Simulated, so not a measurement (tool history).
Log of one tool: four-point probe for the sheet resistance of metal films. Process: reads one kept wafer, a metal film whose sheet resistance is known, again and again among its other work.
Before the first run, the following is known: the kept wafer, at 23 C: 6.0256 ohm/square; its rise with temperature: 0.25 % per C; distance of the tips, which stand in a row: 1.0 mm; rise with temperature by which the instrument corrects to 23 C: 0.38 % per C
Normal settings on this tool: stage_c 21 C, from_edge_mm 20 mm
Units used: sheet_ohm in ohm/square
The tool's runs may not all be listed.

Run 1, hour 0.0: usual settings. Result: sheet_ohm 6.040747 ohm/square.
Run 2, hour 21.2: usual settings. Result: sheet_ohm 6.038697 ohm/square.
Run 3, hour 43.7: usual settings. Result: sheet_ohm 6.039618 ohm/square.
Run 4, hour 69.5: usual settings. Result: sheet_ohm 6.039062 ohm/square.
Run 5, hour 95.9: usual settings. Result: sheet_ohm 6.039517 ohm/square.
Run 6, hour 119.3: usual settings. Result: sheet_ohm 6.037966 ohm/square.
Run 7, hour 132.0: usual settings. Result: sheet_ohm 6.038033 ohm/square.
Run 8, hour 151.1: usual settings. Result: sheet_ohm 6.039287 ohm/square.
Run 9, hour 168.3: usual settings but stage_c 26 C. Result: sheet_ohm 6.001948 ohm/square.
Run 10, hour 182.9: usual settings but stage_c 26 C. Result: sheet_ohm 6.001153 ohm/square.
Run 11, hour 194.8: usual settings but stage_c 26 C. Result: sheet_ohm 6.002465 ohm/square.
Run 12, hour 214.4: usual settings but stage_c 26 C. Result: sheet_ohm 6.000644 ohm/square.
Run 13, hour 237.9: usual settings but stage_c 23 C. Result: sheet_ohm 6.024230 ohm/square.
Run 14, hour 260.8: usual settings but from_edge_mm 61 mm. Result: sheet_ohm 6.031880 ohm/square.
Run 15, hour 283.1: usual settings but stage_c 28 C, from_edge_mm 61 mm. Result: sheet_ohm 5.979863 ohm/square.
Run 16, hour 298.3: usual settings but stage_c 28 C, from_edge_mm 61 mm. Result: sheet_ohm 5.978411 ohm/square.
At hour 301.1: stage's thermometer calibrated.
Run 17, hour 321.1: usual settings. Result: sheet_ohm 6.033877 ohm/square.
Run 18, hour 349.1: usual settings. Result: sheet_ohm 6.033847 ohm/square.
Run 19, hour 361.4: usual settings. Result: sheet_ohm 6.030596 ohm/square.
Run 20, hour 374.1: usual settings but stage_c 18 C. Result: sheet_ohm 6.056148 ohm/square.
Run 21, hour 398.1: usual settings but stage_c 23 C. Result: sheet_ohm 6.018836 ohm/square.
Run 22, hour 424.8: usual settings but stage_c 23 C. Result: sheet_ohm 6.017465 ohm/square.
Run 23, hour 439.4: usual settings but stage_c 34 C, from_edge_mm 10 mm. Result: sheet_ohm 5.964977 ohm/square.
Run 24, hour 456.2: usual settings but stage_c 35 C, from_edge_mm 24 mm. Result: sheet_ohm 5.931180 ohm/square.
At hour 474.8: stage's thermometer calibrated, once more.
Run 25, hour 482.1: usual settings but stage_c 22 C, from_edge_mm 24 mm. Result: sheet_ohm 6.035152 ohm/square.
Run 26, hour 495.2: usual settings but stage_c 22 C, from_edge_mm 24 mm. Result: sheet_ohm 6.031851 ohm/square.
Run 27, hour 517.4: usual settings but stage_c 22 C, from_edge_mm 24 mm. Result: sheet_ohm 6.036349 ohm/square.
Run 28, hour 546.5: usual settings but stage_c 27 C, from_edge_mm 24 mm. Result: sheet_ohm 5.994263 ohm/square.
Run 29, hour 568.0: usual settings but stage_c 27 C, from_edge_mm 24 mm. Result: sheet_ohm 5.996101 ohm/square.
Run 30, hour 587.7: usual settings but from_edge_mm 3 mm. Result: sheet_ohm 6.373515 ohm/square.
Run 31, hour 611.7: usual settings but stage_c 30 C, from_edge_mm 55 mm. Result: sheet_ohm 5.970739 ohm/square.
Run 32, hour 630.5: usual settings but from_edge_mm 4 mm. Result: sheet_ohm 6.230016 ohm/square.
Run 33, hour 650.0: usual settings but from_edge_mm 4 mm. Result: sheet_ohm 6.231309 ohm/square.
Run 34, hour 673.3: usual settings but from_edge_mm 4 mm. Result: sheet_ohm 6.228677 ohm/square.
Run 35, hour 700.8: usual settings but stage_c 23 C, from_edge_mm 6 mm. Result: sheet_ohm 6.105955 ohm/square.
Run 36, hour 718.4: usual settings but stage_c 32 C, from_edge_mm 12 mm. Result: sheet_ohm 5.975261 ohm/square.
Run 37, hour 733.2: usual settings but stage_c 32 C, from_edge_mm 12 mm. Result: sheet_ohm 5.973732 ohm/square.
Run 38, hour 756.8: usual settings but stage_c 26 C, from_edge_mm 26 mm. Result: sheet_ohm 5.999767 ohm/square.
Run 39, hour 783.8: usual settings but stage_c 22 C, from_edge_mm 69 mm. Result: sheet_ohm 6.025113 ohm/square.
Run 40, hour 813.2: usual settings but stage_c 22 C, from_edge_mm 49 mm. Result: sheet_ohm 6.026351 ohm/square.
Run 41, hour 834.8: usual settings but stage_c 34 C, from_edge_mm 8 mm. Result: sheet_ohm 5.988649 ohm/square.
Run 42, hour 853.4: usual settings but from_edge_mm 6 mm. Result: sheet_ohm 6.121674 ohm/square.
Run 43, hour 877.8: usual settings but from_edge_mm 6 mm. Result: sheet_ohm 6.120402 ohm/square.
Run 44, hour 903.2: usual settings but stage_c 35 C, from_edge_mm 7 mm. Result: sheet_ohm 5.996909 ohm/square.

Below are 4 alternative next runs, each starting from the tool's condition after run 44. Predict each:
Run A, hour 923.9: usual settings but from_edge_mm 23 mm. Result: sheet_ohm ?.
Run B, hour 923.9: usual settings but stage_c 28 C, from_edge_mm 47 mm. Result: sheet_ohm ?.
Run C, hour 923.9: usual settings but stage_c 24 C, from_edge_mm 57 mm. Result: sheet_ohm ?.
Run D, hour 923.9: usual settings but stage_c 22 C, from_edge_mm 5 mm. Result: sheet_ohm ?.

run  sheet_ohm
  A   6.036447
  B   5.983615
  C   6.011995
  D   6.150736
Without the tool's unlogged condition, the same runs would have read:
run  sheet_ohm
  A   6.045546
  B   5.992606
  C   6.021046
  D   6.159992
